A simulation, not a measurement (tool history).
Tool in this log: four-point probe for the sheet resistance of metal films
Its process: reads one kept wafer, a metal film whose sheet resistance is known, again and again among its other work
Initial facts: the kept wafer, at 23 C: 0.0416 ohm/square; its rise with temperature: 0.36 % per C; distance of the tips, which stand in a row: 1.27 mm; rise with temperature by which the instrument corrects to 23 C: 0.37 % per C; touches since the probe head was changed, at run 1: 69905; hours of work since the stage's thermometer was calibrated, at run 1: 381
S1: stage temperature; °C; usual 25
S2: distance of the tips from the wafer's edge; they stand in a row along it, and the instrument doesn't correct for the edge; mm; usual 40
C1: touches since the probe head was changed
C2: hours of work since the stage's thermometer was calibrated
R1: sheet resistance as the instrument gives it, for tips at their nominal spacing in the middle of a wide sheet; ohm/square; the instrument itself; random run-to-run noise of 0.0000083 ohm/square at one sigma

run 1 hour=0.0 | S1=25 S2=40 | C1=69905 C2=381 | R1=0.041470
run 2 hour=47.6 | S1=34 S2=40 | C1=72465 C2=417 | R1=0.041449
run 3 hour=119.7 | S1=20 S2=40 | C1=76340 C2=470 | R1=0.041493
run 4 hour=211.0 | S1=20 S2=40 | C1=81253 C2=538 | R1=0.041455
run 5 hour=295.8 | S1=20 S2=40 | C1=85813 C2=601 | R1=0.041439
run 6 hour=395.1 | S1=25 S2=40 | C1=91153 C2=675 | R1=0.041404
run 7 hour=467.3 | S1=32 S2=40 | C1=95035 C2=729 | R1=0.041357
run 8 hour=533.8 | S1=32 S2=40 | C1=98611 C2=779 | R1=0.041353
run 9 hour=602.7 | S1=32 S2=40 | C1=102315 C2=830 | R1=0.041326
run 10 hour=666.8 | S1=25 S2=40 | C1=105766 C2=878 | R1=0.041365
run 11 hour=767.5 | S1=25 S2=40 | C1=111182 C2=953 | R1=0.041337
run 12 hour=857.1 | S1=25 S2=40 | C1=115997 C2=1019 | R1=0.041310
run 13 hour=924.7 | S1=25 S2=40 | C1=119632 C2=1070 | R1=0.041309
run 14 hour=1008.7 | S1=25 S2=40 | C1=124149 C2=1132 | R1=0.041268
run 15 hour=1069.4 | S1=29 S2=40 | C1=127415 C2=1177 | R1=0.041259
run 16 hour=1151.8 | S1=29 S2=40 | C1=131846 C2=1239 | R1=0.041235
run 17 hour=1249.3 | S1=24 S2=40 | C1=137087 C2=1311 | R1=0.041241
run 18 hour=1302.5 | S1=25 S2=40 | C1=139951 C2=1351 | R1=0.041219
run 19 hour=1401.5 | S1=25 S2=40 | C1=145275 C2=1425 | R1=0.041195
run 20 hour=1462.2 | S1=25 S2=5 | C1=148538 C2=1470 | R1=0.042549
run 21 hour=1548.0 | S1=25 S2=5 | C1=153151 C2=1534 | R1=0.042527
run 22 hour=1605.0 | S1=25 S2=5 | C1=156220 C2=1576 | R1=0.042525
-- hour=1643.2 new probe head fitted
run 23 hour=1664.8 | S1=25 S2=40 | C1=1162 C2=1620 | R1=0.041204
run 24 hour=1746.3 | S1=18 S2=12 | C1=5547 C2=1680 | R1=0.041450
run 25 hour=1846.2 | S1=18 S2=16 | C1=10917 C2=1755 | R1=0.041312
run 26 hour=1913.1 | S1=35 S2=47 | C1=14518 C2=1805 | R1=0.041126
run 27 hour=1974.9 | S1=35 S2=47 | C1=17838 C2=1851 | R1=0.041119
run 28 hour=2020.2 | S1=31 S2=4 | C1=20274 C2=1884 | R1=0.043210
run 29 hour=2096.6 | S1=31 S2=4 | C1=24386 C2=1941 | R1=0.043175
run 30 hour=2159.8 | S1=28 S2=40 | C1=27785 C2=1988 | R1=0.041101
run 31 hour=2242.1 | S1=28 S2=40 | C1=32208 C2=2050 | R1=0.041088
run 32 hour=2287.5 | S1=24 S2=40 | C1=34650 C2=2083 | R1=0.041099
-- hour=2295.2 stage's thermometer calibrated
run 33 hour=2329.7 | S1=24 S2=55 | C1=36891 C2=26 | R1=0.041018
run 34 hour=2410.3 | S1=19 S2=23 | C1=41230 C2=86 | R1=0.041102
run 35 hour=2489.8 | S1=19 S2=23 | C1=45504 C2=145 | R1=0.041089
run 36 hour=2590.4 | S1=19 S2=23 | C1=50915 C2=220 | R1=0.041044
-- hour=2600.0 stage's thermometer calibrated, once more
run 37 hour=2666.5 | S1=24 S2=23 | C1=54980 C2=50 | R1=0.041177
run 38 hour=2717.8 | S1=24 S2=23 | C1=57739 C2=88 | R1=0.041138
run 39 hour=2775.8 | S1=26 S2=23 | C1=60855 C2=131 | R1=0.041130
run 40 hour=2836.9 | S1=33 S2=18 | C1=64142 C2=176 | R1=0.041153
run 41 hour=2878.4 | S1=25 S2=4 | C1=66374 C2=207 | R1=0.043172
run 42 hour=2925.4 | S1=29 S2=7 | C1=68900 C2=242 | R1=0.041737
run 43 hour=2984.7 | S1=26 S2=3 | C1=72089 C2=286 | R1=0.044621
run 44 hour=3039.2 | S1=26 S2=3 | C1=75021 C2=327 | R1=0.044586
run 45 hour=3134.1 | S1=26 S2=3 | C1=80126 C2=398 | R1=0.044563

Branching from run 45: 4 alternative next runs. What would each branch give?
run A hour=3187.6 | S1=27 S2=24 | C1=83002 C2=437 | R1=?
run B hour=3187.6 | S1=25 S2=40 | C1=83002 C2=437 | R1=?
run C hour=3187.6 | S1=33 S2=13 | C1=83002 C2=437 | R1=?
run D hour=3187.6 | S1=29 S2=33 | C1=83002 C2=437 | R1=?

run=A R1=0.041026
run=B R1=0.041020
run=C R1=0.041170
run=D R1=0.041013
Without the tool's unlogged condition, the same runs would have read:
run=A R1=0.041634
run=B R1=0.041629
run=C R1=0.041781
run=D R1=0.041622

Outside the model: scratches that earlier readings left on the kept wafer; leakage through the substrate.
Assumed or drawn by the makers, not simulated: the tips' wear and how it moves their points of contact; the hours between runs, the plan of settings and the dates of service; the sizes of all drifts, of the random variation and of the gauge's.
